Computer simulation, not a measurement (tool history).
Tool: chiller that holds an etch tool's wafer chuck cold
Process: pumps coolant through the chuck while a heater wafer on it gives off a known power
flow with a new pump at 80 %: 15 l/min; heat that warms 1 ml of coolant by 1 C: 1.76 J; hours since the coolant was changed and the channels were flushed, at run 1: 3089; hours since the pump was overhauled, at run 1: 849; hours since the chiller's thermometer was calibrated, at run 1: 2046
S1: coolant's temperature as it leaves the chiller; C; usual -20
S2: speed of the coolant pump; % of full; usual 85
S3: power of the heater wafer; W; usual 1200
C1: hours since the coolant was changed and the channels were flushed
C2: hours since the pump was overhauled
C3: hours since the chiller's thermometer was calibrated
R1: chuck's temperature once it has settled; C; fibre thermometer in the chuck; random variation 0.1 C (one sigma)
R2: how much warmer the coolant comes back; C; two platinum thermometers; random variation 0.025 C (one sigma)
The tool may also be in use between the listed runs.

run 1 hour=0 | S1=-20 S2=85 S3=1200 | C1=3089 C2=849 C3=2046 | R1=-6.9 R2=2.53
run 2 hour=56.3 | S1=-20 S2=85 S3=1200 | C1=3145 C2=905 C3=2102 | R1=-7.1 R2=2.58
run 3 hour=98.8 | S1=-20 S2=85 S3=1200 | C1=3188 C2=948 C3=2144 | R1=-7.1 R2=2.55
run 4 hour=141.2 | S1=-20 S2=70 S3=1200 | C1=3230 C2=990 C3=2187 | R1=-4.8 R2=3.14
run 5 hour=202.4 | S1=-20 S2=70 S3=1200 | C1=3291 C2=1051 C3=2248 | R1=-4.9 R2=3.16
run 6 hour=239.1 | S1=-20 S2=85 S3=1200 | C1=3328 C2=1088 C3=2285 | R1=-7.2 R2=2.63
run 7 hour=301.9 | S1=-17 S2=85 S3=1200 | C1=3391 C2=1151 C3=2348 | R1=-3.9 R2=2.6
-- hour=313 chiller's thermometer calibrated
run 8 hour=360.3 | S1=-20 S2=85 S3=1200 | C1=3448 C2=1208 C3=47 | R1=-7 R2=2.58
run 9 hour=386.7 | S1=-20 S2=85 S3=1200 | C1=3474 C2=1234 C3=74 | R1=-7 R2=2.64
run 10 hour=416.6 | S1=-20 S2=85 S3=1200 | C1=3504 C2=1264 C3=104 | R1=-7.1 R2=2.62
run 11 hour=444.4 | S1=-20 S2=85 S3=1200 | C1=3532 C2=1292 C3=131 | R1=-7.1 R2=2.6
run 12 hour=503.1 | S1=-20 S2=85 S3=1200 | C1=3591 C2=1351 C3=190 | R1=-7 R2=2.59
run 13 hour=551.5 | S1=-20 S2=85 S3=1200 | C1=3639 C2=1399 C3=239 | R1=-7.1 R2=2.6
run 14 hour=598.8 | S1=-20 S2=85 S3=1200 | C1=3687 C2=1447 C3=286 | R1=-7 R2=2.58
run 15 hour=639.5 | S1=-20 S2=85 S3=1200 | C1=3727 C2=1487 C3=327 | R1=-6.9 R2=2.61
run 16 hour=696.8 | S1=-20 S2=85 S3=1200 | C1=3785 C2=1544 C3=384 | R1=-6.9 R2=2.59
run 17 hour=730.2 | S1=-21 S2=85 S3=1200 | C1=3818 C2=1578 C3=417 | R1=-7.7 R2=2.65
run 18 hour=780.5 | S1=-21 S2=71 S3=1200 | C1=3868 C2=1628 C3=468 | R1=-6.1 R2=3.12
run 19 hour=833.2 | S1=-21 S2=71 S3=1200 | C1=3921 C2=1681 C3=520 | R1=-6 R2=3.1
run 20 hour=873.1 | S1=-21 S2=71 S3=1200 | C1=3961 C2=1721 C3=560 | R1=-5.9 R2=3.13
run 21 hour=931.5 | S1=-21 S2=69 S3=781 | C1=4019 C2=1779 C3=619 | R1=-11 R2=2.14
run 22 hour=958.5 | S1=-27 S2=76 S3=1427 | C1=4046 C2=1806 C3=646 | R1=-10.2 R2=3.51
run 23 hour=1006.2 | S1=-15 S2=64 S3=1200 | C1=4094 C2=1854 C3=693 | R1=1.5 R2=3.5
run 24 hour=1062.9 | S1=-12 S2=62 S3=765 | C1=4151 C2=1911 C3=750 | R1=-1.2 R2=2.31
run 25 hour=1123.7 | S1=-12 S2=62 S3=765 | C1=4211 C2=1971 C3=811 | R1=-1.4 R2=2.29
run 26 hour=1187.5 | S1=-15 S2=65 S3=1200 | C1=4275 C2=2035 C3=874 | R1=1.2 R2=3.44
run 27 hour=1232.8 | S1=-15 S2=65 S3=1200 | C1=4321 C2=2080 C3=920 | R1=1.3 R2=3.45
run 28 hour=1289.1 | S1=-30 S2=85 S3=1200 | C1=4377 C2=2137 C3=976 | R1=-16.7 R2=2.62
run 29 hour=1317.7 | S1=-20 S2=65 S3=1589 | C1=4405 C2=2165 C3=1005 | R1=1.6 R2=4.53
run 30 hour=1370.5 | S1=-29 S2=90 S3=719 | C1=4458 C2=2218 C3=1058 | R1=-21.4 R2=1.49
run 31 hour=1429.6 | S1=-20 S2=66 S3=1200 | C1=4517 C2=2277 C3=1117 | R1=-3.8 R2=3.4

How the hidden state differs across the entries between the runs, from the last listed run before each to the first after it:
Between runs 7 and 8: chiller's thermometer calibrated (hour 313)
  heat passed by the chuck's channels, % of clean ones': 93.7 -> 93.6; flow at a given pump speed, % of a new pump's: 98.9 -> 98.8; coolant's true temperature over the reading, C: 0.18 -> -0.02
  measured less the result without the state, R1: +1 -> +0.8 C; R2: +0.02 -> +0.03 C

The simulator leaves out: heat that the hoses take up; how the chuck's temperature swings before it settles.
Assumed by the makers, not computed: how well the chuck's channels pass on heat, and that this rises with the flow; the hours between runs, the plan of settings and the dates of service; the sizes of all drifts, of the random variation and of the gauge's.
